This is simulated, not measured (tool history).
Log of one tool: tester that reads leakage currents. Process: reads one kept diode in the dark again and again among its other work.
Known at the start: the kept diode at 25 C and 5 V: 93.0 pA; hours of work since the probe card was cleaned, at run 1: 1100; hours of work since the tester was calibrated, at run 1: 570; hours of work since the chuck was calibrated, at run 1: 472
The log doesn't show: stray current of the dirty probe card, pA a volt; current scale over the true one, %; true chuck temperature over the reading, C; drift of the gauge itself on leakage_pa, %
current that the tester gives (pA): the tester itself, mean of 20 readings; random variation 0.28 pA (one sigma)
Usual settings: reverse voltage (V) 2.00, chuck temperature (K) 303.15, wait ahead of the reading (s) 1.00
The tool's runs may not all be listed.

run,day,reverse voltage (V),chuck temperature (K),wait ahead of the reading (s),hours of work since the probe card was cleaned,hours of work since the tester was calibrated,hours of work since the chuck was calibrated,current that the tester gives (pA)
1,0.000,2.00,303.15,1.00,1100,570,472,92.97
2,1.229,2.00,333.15,1.00,1117,588,489,1098.06
3,2.546,2.00,333.15,1.00,1136,606,507,1099.21
4,4.188,2.00,303.15,0.31,1159,629,531,93.33
5,6.038,2.00,303.15,0.31,1185,656,557,93.51
6,7.612,2.00,303.15,0.31,1207,678,579,93.97
# day 9.175: probe card cleaned and baked
7,9.175,2.00,303.15,0.31,0,698,599,93.49
8,10.233,2.00,305.15,1.00,15,713,614,111.46
9,11.388,2.00,305.15,1.00,31,729,631,111.76
10,13.025,6.34,303.15,1.00,54,752,654,167.19
11,14.050,6.34,303.15,1.00,69,767,668,167.83
12,15.279,2.00,303.15,1.00,86,784,686,92.87
13,17.271,2.00,303.15,1.00,114,812,714,93.00
14,18.950,2.00,303.15,1.00,138,836,737,93.27
15,20.267,2.00,303.15,1.00,157,855,756,92.87
16,22.100,2.00,303.15,1.00,182,881,782,92.61
17,23.692,2.89,303.15,8.99,205,903,804,111.74
18,24.721,2.89,298.15,8.99,219,918,819,70.42
19,26.650,2.00,303.15,3.55,247,945,846,92.99
20,27.467,1.83,303.15,3.55,258,956,858,88.69
21,28.388,1.84,304.15,1.90,271,969,871,97.82
22,29.304,2.24,301.15,7.82,284,982,884,81.65
23,30.704,2.24,301.15,7.82,304,1002,903,81.92
24,31.779,12.90,309.15,0.35,319,1017,918,411.35
25,33.621,1.67,303.15,1.00,345,1043,944,84.96
26,34.617,1.67,303.15,1.00,359,1057,959,85.11
27,35.896,1.67,303.15,1.00,377,1075,977,84.55
28,37.112,8.00,303.15,0.33,394,1093,994,191.19
29,38.692,8.00,303.15,0.33,417,1115,1016,189.70
30,39.846,1.14,303.15,1.00,433,1131,1032,69.85
31,40.779,16.14,303.15,5.67,446,1144,1046,268.50
# day 41.888: chuck's temperature calibrated
32,42.817,16.14,303.15,5.67,474,1172,13,266.59

Some steps in current that the tester gives (pA) between neighbouring runs. How much of each would the tool show without its hidden state too (settings, what came in, random variation), and how much is left for the hidden state, with any gauge scatter that isn't in both results?
Run 1 -> 2: chuck temperature (K) 303.15 -> 333.15. current that the tester gives (pA) +1005.09: hidden state +0.39, all else +1004.70.
Run 3 -> 4: chuck temperature (K) 333.15 -> 303.15, wait ahead of the reading (s) 1.00 -> 0.31. current that the tester gives (pA) -1005.88: hidden state -0.40, all else -1005.48.
Run 23 -> 24: reverse voltage (V) 2.24 -> 12.90, chuck temperature (K) 301.15 -> 309.15, wait ahead of the reading (s) 7.82 -> 0.35. current that the tester gives (pA) +329.43: hidden state +0.29, all else +329.14.
Run 31 -> 32: chuck's temperature calibrated. current that the tester gives (pA) -1.91: hidden state -0.30, all else -1.61.
